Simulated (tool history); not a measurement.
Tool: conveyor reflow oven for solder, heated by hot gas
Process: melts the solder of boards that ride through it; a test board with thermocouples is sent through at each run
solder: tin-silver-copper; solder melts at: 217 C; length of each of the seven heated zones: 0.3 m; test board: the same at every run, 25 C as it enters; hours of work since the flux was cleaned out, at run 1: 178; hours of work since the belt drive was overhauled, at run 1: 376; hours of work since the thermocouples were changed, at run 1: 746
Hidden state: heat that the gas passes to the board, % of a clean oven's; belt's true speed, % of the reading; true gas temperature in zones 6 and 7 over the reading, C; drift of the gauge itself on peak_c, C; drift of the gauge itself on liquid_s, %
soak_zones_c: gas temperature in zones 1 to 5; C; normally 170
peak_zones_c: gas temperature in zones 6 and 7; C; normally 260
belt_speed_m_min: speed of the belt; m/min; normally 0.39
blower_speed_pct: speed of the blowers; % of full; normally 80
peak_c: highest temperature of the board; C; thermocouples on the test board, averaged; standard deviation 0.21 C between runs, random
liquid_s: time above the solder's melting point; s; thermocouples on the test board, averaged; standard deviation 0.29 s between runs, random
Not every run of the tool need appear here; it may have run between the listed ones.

run	hour	soak_zones_c	peak_zones_c	belt_speed_m_min	blower_speed_pct	hours of work since the flux was cleaned out	hours of work since the belt drive was overhauled	hours of work since the thermocouples were changed	peak_c	liquid_s
1	0	170	260	0.39	80	178	376	746	247.4	64
2	27.6	170	260	0.39	80	195	393	763	247.5	63.9
3	50.5	170	260	0.39	80	209	407	778	247.3	64.2
# hour 63.8: thermocouples of zones 6 and 7 changed
4	75.2	170	260	0.39	80	223	421	7	247.3	64.5
5	99.8	164	260	0.39	80	238	436	22	246	60.8
6	116.2	170	260	0.39	80	248	446	32	246.9	64.1
7	141	170	260	0.39	80	263	462	48	247.4	64.3
8	161.2	170	260	0.39	80	276	474	60	247.6	64
9	186	170	260	0.39	80	291	490	76	246.8	64
10	199.8	170	260	0.39	80	300	498	84	247.2	63.9
11	217.9	170	260	0.39	80	311	509	95	247.2	63.7
12	231.9	162	260	0.39	80	320	518	104	246	59.6
13	257.7	162	260	0.39	80	336	534	120	245.9	60
14	270.7	162	260	0.39	80	344	542	128	246.2	59.5
15	289.7	170	260	0.39	80	355	554	140	247.1	63.5
16	302.2	170	260	0.39	80	363	561	147	246.9	64.2
17	316.1	170	260	0.39	80	372	570	156	247.1	63.8
18	340.6	183	275	0.332	80	387	585	171	266.4	98.8
19	356.7	175	259	0.39	72	397	595	181	246.2	64.7
20	374.5	177	260	0.39	60	408	606	192	245.7	64.5
21	398.7	177	260	0.39	60	423	621	207	245.6	63.9
22	417.6	177	260	0.39	60	434	633	219	245.7	64.7
# hour 446.1: flux residue cleaned out of gas plates and filters
23	448.5	173	260	0.39	60	1	649	235	244.9	61.8
24	459.9	173	260	0.39	60	9	656	242	245.1	62
25	475.8	173	260	0.39	60	18	666	252	245.3	62
26	492	173	260	0.39	60	28	676	262	244.8	61.8
27	514.6	174	260	0.362	80	42	690	276	249.6	74
28	540.6	174	260	0.362	80	58	706	292	249.7	74.1
29	565.2	170	260	0.348	59	74	721	307	247.4	72.3
30	577	170	271	0.39	80	81	728	314	257.5	72.4
31	589.9	170	271	0.39	80	89	736	322	257.4	72.2
32	613.9	170	254	0.396	80	104	751	337	241.3	56.9

How the hidden state differs across the entries between the runs, from the last listed run before each to the first after it:
After run 3, before run 4: thermocouples of zones 6 and 7 changed (hour 63.8)
  heat that the gas passes to the board, % of a clean oven's: 99.8 -> 99.7; true gas temperature in zones 6 and 7 over the reading, C: -0.03 -> 0
After run 22, before run 23: flux residue cleaned out of gas plates and filters (hour 446.1)
  heat that the gas passes to the board, % of a clean oven's: 99.5 -> 100
